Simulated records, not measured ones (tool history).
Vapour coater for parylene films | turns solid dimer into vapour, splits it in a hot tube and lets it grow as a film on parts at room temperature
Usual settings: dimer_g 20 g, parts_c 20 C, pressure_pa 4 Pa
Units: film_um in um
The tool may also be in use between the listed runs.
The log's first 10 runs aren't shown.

run	hour	dimer_g	parts_c	pressure_pa	film_um
# hour 200.8: trap's valve overhauled
11	222.2	20	20	8.54	4.05
12	246	20	20	8.54	4
13	268.4	20	20	8.54	3.93
14	293.5	20	27	4	3.84
15	314	20	27	4	3.85
16	328.3	20	20	4	4.62
17	354	10	20	4	2.26
18	377.6	20	20	4	4.56
19	403.2	20	20	4	4.57
20	425.2	20	20	4	4.44
21	439.2	9	16	4	2.25
22	458.3	9	16	4	2.18
23	484.5	9	16	4	2.17
24	510.6	13	19	3.65	2.92
25	531	13	19	3.65	2.98
# hour 555.2: trap's valve overhauled
26	557.8	20	15	2.9	5.71
27	579.2	10	15	2.94	2.89
28	590.6	21	15	3.71	5.77

The next listed run, before its measurement:
29	606.8	20	14	4	?

{"run 29": {"film_um": 5.45}}
Without the tool's hidden state the same run would have given film_um 5.46 um.
